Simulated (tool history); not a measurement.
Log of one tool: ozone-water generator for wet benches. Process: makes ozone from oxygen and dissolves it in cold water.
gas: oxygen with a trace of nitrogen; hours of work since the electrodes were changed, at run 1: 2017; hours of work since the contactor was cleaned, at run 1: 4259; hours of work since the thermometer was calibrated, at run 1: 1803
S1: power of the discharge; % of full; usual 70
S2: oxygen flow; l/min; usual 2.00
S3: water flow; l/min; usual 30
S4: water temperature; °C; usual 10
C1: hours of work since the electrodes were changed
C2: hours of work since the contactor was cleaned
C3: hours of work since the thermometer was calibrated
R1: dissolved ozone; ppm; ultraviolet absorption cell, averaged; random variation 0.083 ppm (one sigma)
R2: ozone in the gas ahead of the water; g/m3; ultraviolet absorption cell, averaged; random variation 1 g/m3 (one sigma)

run,hour,S1,S2,S3,S4,C1,C2,C3,R1,R2
1,0.0,70,2.00,30,10,2017,4259,1803,6.70,170.2
2,61.2,70,2.00,30,11,2060,4301,1845,6.77,173.3
3,101.5,70,2.00,30,11,2087,4329,1873,6.72,173.1
4,143.7,70,2.00,30,11,2116,4358,1902,6.61,170.2
5,209.5,62,2.00,30,10,2162,4403,1947,6.07,153.3
6,259.9,70,2.00,30,7,2197,4438,1982,6.96,173.2
7,312.3,70,2.00,43,10,2233,4474,2018,4.21,173.6
8,346.3,70,2.00,43,10,2256,4498,2042,4.21,172.8
9,390.0,70,2.00,43,10,2286,4528,2072,4.25,170.7
10,439.3,70,2.00,22,10,2320,4562,2106,9.88,173.8
11,473.5,58,2.00,30,10,2344,4586,2130,5.77,145.0
12,547.6,42,2.00,30,10,2395,4637,2181,4.21,107.6
13,593.5,42,2.00,30,10,2427,4668,2212,4.20,106.3
14,662.5,42,2.00,30,10,2474,4716,2260,4.10,106.2
15,732.7,42,2.00,30,10,2523,4764,2308,4.19,106.0
16,813.8,42,2.00,30,10,2579,4820,2364,4.27,107.3
17,847.1,42,2.00,30,10,2602,4843,2387,4.22,108.0
18,907.3,84,2.00,28,10,2643,4885,2429,8.84,204.4
19,968.1,47,2.79,28,10,2685,4927,2471,5.28,96.1
20,1023.6,70,2.00,29,10,2724,4965,2509,7.14,171.9
21,1064.3,70,2.51,30,7,2752,4993,2537,7.09,149.0
22,1098.4,70,2.51,30,7,2775,5017,2561,7.14,147.7
23,1142.2,70,2.51,30,7,2806,5047,2591,7.19,149.2
24,1206.0,42,1.35,30,11,2850,5091,2635,3.83,139.0
25,1244.2,70,2.00,30,5,2876,5117,2661,6.93,170.9
26,1301.1,70,1.00,30,5,2915,5157,2701,5.69,268.3
27,1381.3,70,1.00,30,5,2971,5212,2756,5.75,268.7
28,1439.4,70,1.00,30,5,3011,5252,2796,5.75,267.1
29,1518.7,70,1.23,47,5,3065,5307,2851,3.33,238.0
30,1598.6,50,2.08,30,11,3121,5362,2906,4.87,124.5
31,1656.7,68,1.69,30,16,3161,5402,2946,6.07,185.9
32,1730.5,46,1.79,30,16,3212,5453,2997,4.33,124.0
33,1786.4,46,1.79,30,16,3250,5492,3036,4.40,124.5
34,1832.2,70,2.00,30,10,3282,5523,3067,6.82,171.9

Forecast each of these 3 alternatives for the next run:
A,1879.4,78,1.30,30,10,3314,5556,3100,?,?
B,1879.4,70,2.00,30,15,3314,5556,3100,?,?
C,1879.4,50,2.00,30,10,3314,5556,3100,?,?

run,R1,R2
A,6.67,252.5
B,6.69,172.2
C,5.10,125.9
Without the tool's hidden state the same runs would have given:
run,R1,R2
A,6.67,252.7
B,6.70,172.3
C,5.10,126.0
